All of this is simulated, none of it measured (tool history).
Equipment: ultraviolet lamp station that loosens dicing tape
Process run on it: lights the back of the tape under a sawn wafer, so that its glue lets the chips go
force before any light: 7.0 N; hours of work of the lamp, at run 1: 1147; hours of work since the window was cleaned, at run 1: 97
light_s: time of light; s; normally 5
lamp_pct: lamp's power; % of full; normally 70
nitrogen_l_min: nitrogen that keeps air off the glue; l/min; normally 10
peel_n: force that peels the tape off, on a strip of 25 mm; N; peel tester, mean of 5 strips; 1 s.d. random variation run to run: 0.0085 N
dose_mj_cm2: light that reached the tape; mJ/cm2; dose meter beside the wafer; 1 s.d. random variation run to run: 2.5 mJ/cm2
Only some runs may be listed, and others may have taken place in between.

run   hour  light_s  lamp_pct  nitrogen_l_min  hours of work of the lamp  hours of work since the window was cleaned  peel_n  dose_mj_cm2
  1      0        5        70              10                       1147                                          97   0.348          297
  2     27        5        70              10                       1160                                         110    0.34          299
  3   82.4        5        70              10                       1187                                         137   0.358          295
  4    114        5        75              10                       1203                                         153   0.294          318
  5  144.3        5        75              10                       1217                                         168   0.292          319
  6  173.1        5        93              10                       1232                                         182   0.176          395
  7  224.2        5        70              12                       1256                                         206    0.28          297
  8  272.7        5        70              12                       1280                                         230   0.288          306
  9    309        5        70               7                       1298                                         248   0.504          302
 10  334.9        5        70               8                       1310                                         260   0.426          296
 11  374.5        5        70               8                       1330                                         280   0.423          302
 12  404.9        2        70              10                       1345                                         295   1.939          116
 13  453.7        2        93              10                       1368                                         318    1.29          153
 14  504.1        7        82               5                       1393                                         343     0.2          489
 15  539.4        4        81               5                       1410                                         360   0.796          276
 16  595.9        2        94               5                       1438                                         388   1.914          162
 17  641.1        2        94               5                       1460                                         410   1.941          159

Forecast run 18:
     654.5  -- window cleaned of glue's vapour
 18  681.3        5        78              10                       1479                                          13       ?            ?

peel_n: 0.271 N
dose_mj_cm2: 333 mJ/cm2
Take away the tool's hidden state, keep the run-to-run variation as it was, and the same run would have given peel_n 0.269 N, dose_mj_cm2 334 mJ/cm2.
